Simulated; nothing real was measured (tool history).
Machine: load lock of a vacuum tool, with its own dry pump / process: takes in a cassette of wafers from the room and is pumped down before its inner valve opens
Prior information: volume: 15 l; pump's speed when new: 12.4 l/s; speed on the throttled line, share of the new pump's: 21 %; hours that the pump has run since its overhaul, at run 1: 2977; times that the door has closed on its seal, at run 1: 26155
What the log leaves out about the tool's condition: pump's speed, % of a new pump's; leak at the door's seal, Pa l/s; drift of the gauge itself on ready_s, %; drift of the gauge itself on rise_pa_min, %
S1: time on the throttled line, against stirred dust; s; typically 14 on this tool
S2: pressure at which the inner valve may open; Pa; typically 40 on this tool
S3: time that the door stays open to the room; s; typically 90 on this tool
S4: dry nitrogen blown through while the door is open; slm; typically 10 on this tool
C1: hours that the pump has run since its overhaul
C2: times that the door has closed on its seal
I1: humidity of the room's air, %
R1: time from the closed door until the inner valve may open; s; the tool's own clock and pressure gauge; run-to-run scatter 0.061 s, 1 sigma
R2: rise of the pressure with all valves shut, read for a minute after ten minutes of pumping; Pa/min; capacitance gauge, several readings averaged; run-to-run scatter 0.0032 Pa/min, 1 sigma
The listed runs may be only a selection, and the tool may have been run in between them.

{"run": 1, "hour": 0.0, "S1": 14, "S2": 40, "S3": 90, "S4": 10, "C1": 2977, "C2": 26155, "I1": 43.2, "R1": 20.72, "R2": 0.56}
{"run": 2, "hour": 70.5, "S1": 14, "S2": 40, "S3": 90, "S4": 10, "C1": 3047, "C2": 26338, "I1": 43.4, "R1": 20.78, "R2": 0.57}
{"hour": 157.7, "done": "door's seal changed, seat wiped"}
{"run": 3, "hour": 178.5, "S1": 14, "S2": 40, "S3": 90, "S4": 10, "C1": 3154, "C2": 53, "I1": 43.6, "R1": 20.72, "R2": 0.106}
{"run": 4, "hour": 264.6, "S1": 14, "S2": 40, "S3": 90, "S4": 10, "C1": 3240, "C2": 276, "I1": 43.2, "R1": 20.92, "R2": 0.107}
{"run": 5, "hour": 366.0, "S1": 14, "S2": 40, "S3": 90, "S4": 10, "C1": 3341, "C2": 539, "I1": 41.1, "R1": 20.86, "R2": 0.103}
{"run": 6, "hour": 456.5, "S1": 14, "S2": 40, "S3": 90, "S4": 10, "C1": 3432, "C2": 773, "I1": 45.0, "R1": 20.83, "R2": 0.114}
{"run": 7, "hour": 538.9, "S1": 14, "S2": 40, "S3": 90, "S4": 10, "C1": 3514, "C2": 987, "I1": 43.4, "R1": 20.74, "R2": 0.111}
{"run": 8, "hour": 591.3, "S1": 14, "S2": 40, "S3": 90, "S4": 10, "C1": 3567, "C2": 1122, "I1": 49.5, "R1": 20.88, "R2": 0.121}
{"run": 9, "hour": 655.3, "S1": 14, "S2": 40, "S3": 90, "S4": 10, "C1": 3631, "C2": 1288, "I1": 42.1, "R1": 20.78, "R2": 0.11}
{"run": 10, "hour": 727.1, "S1": 14, "S2": 37, "S3": 90, "S4": 10, "C1": 3702, "C2": 1474, "I1": 48.4, "R1": 20.9, "R2": 0.124}
{"run": 11, "hour": 830.6, "S1": 14, "S2": 37, "S3": 90, "S4": 10, "C1": 3806, "C2": 1742, "I1": 46.3, "R1": 20.96, "R2": 0.121}
{"run": 12, "hour": 879.0, "S1": 14, "S2": 37, "S3": 90, "S4": 19, "C1": 3854, "C2": 1868, "I1": 48.7, "R1": 20.91, "R2": 0.109}
{"run": 13, "hour": 970.9, "S1": 14, "S2": 68, "S3": 94, "S4": 10, "C1": 3946, "C2": 2105, "I1": 44.5, "R1": 20.13, "R2": 0.125}
{"run": 14, "hour": 1058.7, "S1": 14, "S2": 68, "S3": 94, "S4": 10, "C1": 4034, "C2": 2333, "I1": 44.0, "R1": 20.19, "R2": 0.126}
{"run": 15, "hour": 1138.6, "S1": 12, "S2": 68, "S3": 94, "S4": 13, "C1": 4114, "C2": 2540, "I1": 41.8, "R1": 18.58, "R2": 0.116}
{"run": 16, "hour": 1210.6, "S1": 14, "S2": 31, "S3": 87, "S4": 10, "C1": 4186, "C2": 2726, "I1": 44.9, "R1": 21.11, "R2": 0.124}
{"run": 17, "hour": 1275.6, "S1": 14, "S2": 31, "S3": 87, "S4": 10, "C1": 4251, "C2": 2895, "I1": 44.5, "R1": 21.09, "R2": 0.13}
{"run": 18, "hour": 1365.6, "S1": 14, "S2": 41, "S3": 90, "S4": 12, "C1": 4341, "C2": 3128, "I1": 47.3, "R1": 20.93, "R2": 0.128}
{"run": 19, "hour": 1422.5, "S1": 14, "S2": 41, "S3": 90, "S4": 12, "C1": 4398, "C2": 3275, "I1": 49.1, "R1": 20.74, "R2": 0.145}
{"run": 20, "hour": 1489.1, "S1": 8, "S2": 35, "S3": 45, "S4": 29, "C1": 4464, "C2": 3447, "I1": 46.8, "R1": 16.45, "R2": 0.076}
{"run": 21, "hour": 1570.0, "S1": 8, "S2": 35, "S3": 45, "S4": 29, "C1": 4545, "C2": 3657, "I1": 44.6, "R1": 16.52, "R2": 0.078}
{"run": 22, "hour": 1681.3, "S1": 8, "S2": 35, "S3": 28, "S4": 29, "C1": 4657, "C2": 3945, "I1": 46.8, "R1": 16.38, "R2": 0.071}
{"run": 23, "hour": 1779.1, "S1": 8, "S2": 35, "S3": 28, "S4": 29, "C1": 4754, "C2": 4199, "I1": 46.4, "R1": 16.52, "R2": 0.068}
{"run": 24, "hour": 1866.1, "S1": 14, "S2": 40, "S3": 44, "S4": 10, "C1": 4841, "C2": 4424, "I1": 46.2, "R1": 20.83, "R2": 0.101}

3 options for the next run, each taken on its own from the tool as it stands now. Forecast them:
{"run": "A", "hour": 1960.0, "S1": 11, "S2": 40, "S3": 90, "S4": 31, "C1": 4935, "C2": 4667, "I1": 44.2, "R1": "?", "R2": "?"}
{"run": "B", "hour": 1960.0, "S1": 22, "S2": 33, "S3": 45, "S4": 10, "C1": 4935, "C2": 4667, "I1": 45.5, "R1": "?", "R2": "?"}
{"run": "C", "hour": 1960.0, "S1": 14, "S2": 40, "S3": 44, "S4": 6, "C1": 4935, "C2": 4667, "I1": 44.3, "R1": "?", "R2": "?"}

run=A R1=18.49 R2=0.108
run=B R1=27.27 R2=0.102
run=C R1=20.84 R2=0.110
Take away the tool's hidden state, keep each run's random variation, and the runs would have read:
run=A R1=18.06 R2=0.069
run=B R1=26.97 R2=0.063
run=C R1=20.46 R2=0.071

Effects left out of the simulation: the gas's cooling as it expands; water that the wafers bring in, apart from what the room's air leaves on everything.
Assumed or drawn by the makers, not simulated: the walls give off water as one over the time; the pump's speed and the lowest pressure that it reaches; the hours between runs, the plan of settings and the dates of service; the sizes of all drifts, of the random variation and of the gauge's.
